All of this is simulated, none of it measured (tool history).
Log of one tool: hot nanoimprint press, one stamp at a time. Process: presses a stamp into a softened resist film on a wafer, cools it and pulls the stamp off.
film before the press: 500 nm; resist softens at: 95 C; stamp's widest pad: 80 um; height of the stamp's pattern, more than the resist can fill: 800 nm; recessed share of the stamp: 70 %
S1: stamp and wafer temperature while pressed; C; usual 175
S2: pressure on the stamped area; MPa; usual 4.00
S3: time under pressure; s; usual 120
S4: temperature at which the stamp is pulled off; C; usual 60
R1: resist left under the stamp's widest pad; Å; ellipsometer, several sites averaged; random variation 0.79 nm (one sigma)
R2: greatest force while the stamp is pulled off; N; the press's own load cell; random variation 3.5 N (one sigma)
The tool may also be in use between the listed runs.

run 1 hour=0.0 | S1=175 S2=4.00 S3=120 S4=60 | R1=2135 R2=236
-- hour=25.1 stamp cleaned and given a new release coat
run 2 hour=27.6 | S1=175 S2=4.00 S3=120 S4=60 | R1=2149 R2=170
run 3 hour=40.5 | S1=175 S2=4.00 S3=120 S4=64 | R1=2130 R2=160
run 4 hour=56.8 | S1=175 S2=3.44 S3=120 S4=60 | R1=2277 R2=169
run 5 hour=77.9 | S1=175 S2=3.44 S3=120 S4=60 | R1=2277 R2=177
run 6 hour=94.5 | S1=175 S2=3.44 S3=120 S4=60 | R1=2299 R2=186
run 7 hour=107.3 | S1=175 S2=3.44 S3=120 S4=60 | R1=2304 R2=198
run 8 hour=117.7 | S1=175 S2=4.00 S3=120 S4=60 | R1=2154 R2=184
run 9 hour=128.8 | S1=175 S2=4.00 S3=120 S4=60 | R1=2172 R2=196
run 10 hour=143.2 | S1=175 S2=4.00 S3=120 S4=60 | R1=2165 R2=199
run 11 hour=160.7 | S1=168 S2=3.52 S3=145 S4=59 | R1=2862 R2=206
run 12 hour=185.1 | S1=184 S2=6.03 S3=73 S4=63 | R1=1484 R2=189
run 13 hour=207.9 | S1=184 S2=6.03 S3=73 S4=63 | R1=1480 R2=201
run 14 hour=232.9 | S1=184 S2=6.03 S3=73 S4=63 | R1=1488 R2=200
-- hour=238.1 plate thermocouple calibrated
run 15 hour=255.8 | S1=163 S2=4.00 S3=120 S4=47 | R1=3502 R2=273
run 16 hour=280.3 | S1=175 S2=4.00 S3=98 S4=67 | R1=2366 R2=196
run 17 hour=292.4 | S1=175 S2=4.00 S3=98 S4=67 | R1=2360 R2=205
-- hour=303.1 plate thermocouple calibrated, once more
run 18 hour=308.3 | S1=175 S2=4.00 S3=98 S4=67 | R1=2315 R2=205

Forecast run 19:
run 19 hour=326.4 | S1=164 S2=3.07 S3=98 S4=54 | R1=? R2=?

R1: 3761 Å
R2: 264 N
Without the tool's hidden state the same run would have given R1 3744 Å, R2 190 N.

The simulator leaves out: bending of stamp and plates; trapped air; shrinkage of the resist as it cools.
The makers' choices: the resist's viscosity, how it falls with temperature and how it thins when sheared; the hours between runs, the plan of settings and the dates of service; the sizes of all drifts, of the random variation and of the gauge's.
